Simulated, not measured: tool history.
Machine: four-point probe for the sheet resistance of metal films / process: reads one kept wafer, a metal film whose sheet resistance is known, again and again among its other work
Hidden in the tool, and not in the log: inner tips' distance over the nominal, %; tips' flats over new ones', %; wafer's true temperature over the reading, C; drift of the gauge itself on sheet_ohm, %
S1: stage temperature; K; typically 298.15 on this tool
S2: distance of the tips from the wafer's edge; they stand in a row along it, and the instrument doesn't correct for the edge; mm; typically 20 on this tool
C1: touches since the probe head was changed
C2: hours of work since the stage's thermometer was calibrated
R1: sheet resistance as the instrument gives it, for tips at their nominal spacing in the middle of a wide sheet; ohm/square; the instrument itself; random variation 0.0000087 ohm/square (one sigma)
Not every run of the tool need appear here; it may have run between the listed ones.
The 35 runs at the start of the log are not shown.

run 36 hour=3374.4 | S1=299.15 S2=56 | C1=105768 C2=1308 | R1=0.043146
run 37 hour=3491.4 | S1=299.15 S2=56 | C1=112192 C2=1398 | R1=0.043133
-- hour=3509.9 new probe head fitted
run 38 hour=3568.2 | S1=303.15 S2=40 | C1=3203 C2=1457 | R1=0.043395
run 39 hour=3647.8 | S1=307.15 S2=21 | C1=7576 C2=1518 | R1=0.043247
run 40 hour=3727.5 | S1=307.15 S2=21 | C1=11952 C2=1580 | R1=0.043223
run 41 hour=3862.3 | S1=294.15 S2=62 | C1=19354 C2=1684 | R1=0.043581
run 42 hour=3939.4 | S1=291.15 S2=5 | C1=23589 C2=1744 | R1=0.043881
run 43 hour=4052.4 | S1=291.15 S2=10 | C1=29799 C2=1831 | R1=0.043686
run 44 hour=4153.7 | S1=300.15 S2=4 | C1=35358 C2=1910 | R1=0.043683
run 45 hour=4219.6 | S1=300.15 S2=4 | C1=38980 C2=1961 | R1=0.043676

4 options for the next run, each taken on its own from the tool as it stands now. Forecast them:
run A hour=4302.7 | S1=297.15 S2=61 | C1=43543 C2=2025 | R1=?
run B hour=4302.7 | S1=299.15 S2=4 | C1=43543 C2=2025 | R1=?
run C hour=4302.7 | S1=293.15 S2=9 | C1=43543 C2=2025 | R1=?
run D hour=4302.7 | S1=292.15 S2=73 | C1=43543 C2=2025 | R1=?

run=A R1=0.043376
run=B R1=0.043680
run=C R1=0.043592
run=D R1=0.043540
What these runs would have given with no unlogged condition in the tool:
run=A R1=0.043660
run=B R1=0.043965
run=C R1=0.043878
run=D R1=0.043826
